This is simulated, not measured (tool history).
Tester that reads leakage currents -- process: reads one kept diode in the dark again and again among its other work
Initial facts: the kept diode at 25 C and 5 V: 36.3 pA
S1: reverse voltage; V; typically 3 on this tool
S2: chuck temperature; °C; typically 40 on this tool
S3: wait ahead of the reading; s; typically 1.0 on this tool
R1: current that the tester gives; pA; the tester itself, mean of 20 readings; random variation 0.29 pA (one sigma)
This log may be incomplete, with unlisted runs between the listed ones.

Run 1, hour 0.0: usual settings. Result: R1 91.89 pA.
Run 2, hour 90.1: usual settings. Result: R1 91.71 pA.
Run 3, hour 242.0: usual settings. Result: R1 90.53 pA.
Run 4, hour 355.8: usual settings. Result: R1 90.16 pA.
Run 5, hour 424.6: usual settings. Result: R1 89.47 pA.
At hour 466.1: chuck's temperature calibrated.
Run 6, hour 586.0: usual settings but S3 1.7 s. Result: R1 94.77 pA.
Run 7, hour 672.8: usual settings but S2 46 °C. Result: R1 150.17 pA.
Run 8, hour 831.1: usual settings but S2 46 °C. Result: R1 148.86 pA.
Run 9, hour 998.4: usual settings but S2 46 °C. Result: R1 147.08 pA.
Run 10, hour 1146.3: usual settings but S2 46 °C. Result: R1 144.71 pA.
Run 11, hour 1234.4: usual settings but S2 46 °C. Result: R1 144.23 pA.
Run 12, hour 1340.5: usual settings but S2 46 °C. Result: R1 144.08 pA.
At hour 1349.4: chuck's temperature calibrated.
Run 13, hour 1456.3: usual settings but S2 46 °C. Result: R1 153.50 pA.
Run 14, hour 1535.9: usual settings but S2 35 °C. Result: R1 65.43 pA.
Run 15, hour 1697.6: usual settings but S2 35 °C. Result: R1 64.77 pA.

Run 16 is up next; what results do you expect?
Run 16, hour 1846.6: usual settings but S2 35 °C. Result: R1 ?.

Run 16 yielded R1 64.20 pA.
Without the tool's hidden state the same run would have given R1 63.59 pA.

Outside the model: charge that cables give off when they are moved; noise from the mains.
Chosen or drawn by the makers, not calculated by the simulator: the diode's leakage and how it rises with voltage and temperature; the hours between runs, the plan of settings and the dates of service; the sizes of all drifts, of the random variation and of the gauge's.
